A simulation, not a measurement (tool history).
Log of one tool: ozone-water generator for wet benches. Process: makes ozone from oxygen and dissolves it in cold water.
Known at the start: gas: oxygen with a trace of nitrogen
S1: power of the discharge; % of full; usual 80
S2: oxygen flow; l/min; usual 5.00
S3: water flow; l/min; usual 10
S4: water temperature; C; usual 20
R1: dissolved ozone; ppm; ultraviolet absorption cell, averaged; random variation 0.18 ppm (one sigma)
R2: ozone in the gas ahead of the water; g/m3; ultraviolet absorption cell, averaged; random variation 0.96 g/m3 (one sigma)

run 1 hour=0.0 | S1=80 S2=5.00 S3=10 S4=20 | R1=24.2 R2=162.5
run 2 hour=31.8 | S1=80 S2=5.00 S3=10 S4=20 | R1=24.0 R2=164.8
run 3 hour=59.7 | S1=80 S2=5.00 S3=7 S4=20 | R1=29.4 R2=162.8
run 4 hour=84.9 | S1=80 S2=5.00 S3=7 S4=20 | R1=29.6 R2=163.2
run 5 hour=109.5 | S1=80 S2=5.00 S3=7 S4=20 | R1=28.9 R2=162.5
run 6 hour=134.7 | S1=80 S2=5.00 S3=7 S4=20 | R1=29.0 R2=160.7
run 7 hour=169.7 | S1=80 S2=5.00 S3=7 S4=20 | R1=29.1 R2=162.7
run 8 hour=187.0 | S1=80 S2=5.00 S3=10 S4=21 | R1=23.1 R2=163.6
run 9 hour=223.9 | S1=80 S2=5.00 S3=10 S4=20 | R1=23.7 R2=162.7
run 10 hour=245.8 | S1=80 S2=5.00 S3=10 S4=20 | R1=23.9 R2=162.9
run 11 hour=272.2 | S1=80 S2=5.00 S3=10 S4=20 | R1=23.8 R2=161.9
run 12 hour=313.5 | S1=61 S2=5.00 S3=10 S4=20 | R1=18.6 R2=127.9
run 13 hour=335.1 | S1=80 S2=5.00 S3=10 S4=20 | R1=24.0 R2=163.0
run 14 hour=352.0 | S1=80 S2=5.00 S3=10 S4=20 | R1=23.7 R2=161.3
run 15 hour=385.2 | S1=80 S2=5.00 S3=11 S4=20 | R1=22.5 R2=161.0
run 16 hour=416.1 | S1=57 S2=5.43 S3=8 S4=28 | R1=16.4 R2=114.9
run 17 hour=447.2 | S1=61 S2=5.00 S3=9 S4=20 | R1=19.7 R2=127.2
run 18 hour=476.7 | S1=57 S2=6.01 S3=10 S4=20 | R1=16.9 R2=105.9
run 19 hour=498.7 | S1=57 S2=6.01 S3=10 S4=20 | R1=16.7 R2=107.0
run 20 hour=518.2 | S1=57 S2=6.01 S3=10 S4=20 | R1=16.7 R2=107.3
run 21 hour=544.3 | S1=57 S2=6.01 S3=10 S4=20 | R1=16.7 R2=106.7
run 22 hour=583.7 | S1=80 S2=6.07 S3=10 S4=20 | R1=22.4 R2=141.3
run 23 hour=603.6 | S1=80 S2=6.07 S3=10 S4=20 | R1=22.5 R2=140.3
run 24 hour=637.8 | S1=80 S2=6.07 S3=10 S4=18 | R1=23.3 R2=142.3
run 25 hour=672.0 | S1=95 S2=5.00 S3=13 S4=20 | R1=23.0 R2=184.9
run 26 hour=698.3 | S1=80 S2=5.00 S3=8 S4=13 | R1=30.9 R2=161.2
run 27 hour=718.9 | S1=77 S2=5.56 S3=8 S4=13 | R1=29.4 R2=144.1
run 28 hour=755.4 | S1=80 S2=5.00 S3=12 S4=23 | R1=19.9 R2=158.9
run 29 hour=787.5 | S1=80 S2=6.53 S3=10 S4=15 | R1=24.2 R2=135.1

3 ways to go on from here, each from the tool as it stands after run 29. What would each give?
run A hour=820.7 | S1=52 S2=2.73 S3=8 S4=15 | R1=? R2=?
run B hour=820.7 | S1=80 S2=5.00 S3=10 S4=20 | R1=? R2=?
run C hour=820.7 | S1=55 S2=6.53 S3=9 S4=15 | R1=? R2=?

run=A R1=22.7 R2=160.2
run=B R1=23.6 R2=158.9
run=C R1=18.8 R2=98.5
Without the tool's hidden state the same runs would have given:
run=A R1=23.8 R2=162.7
run=B R1=25.0 R2=162.7
run=C R1=19.8 R2=100.2

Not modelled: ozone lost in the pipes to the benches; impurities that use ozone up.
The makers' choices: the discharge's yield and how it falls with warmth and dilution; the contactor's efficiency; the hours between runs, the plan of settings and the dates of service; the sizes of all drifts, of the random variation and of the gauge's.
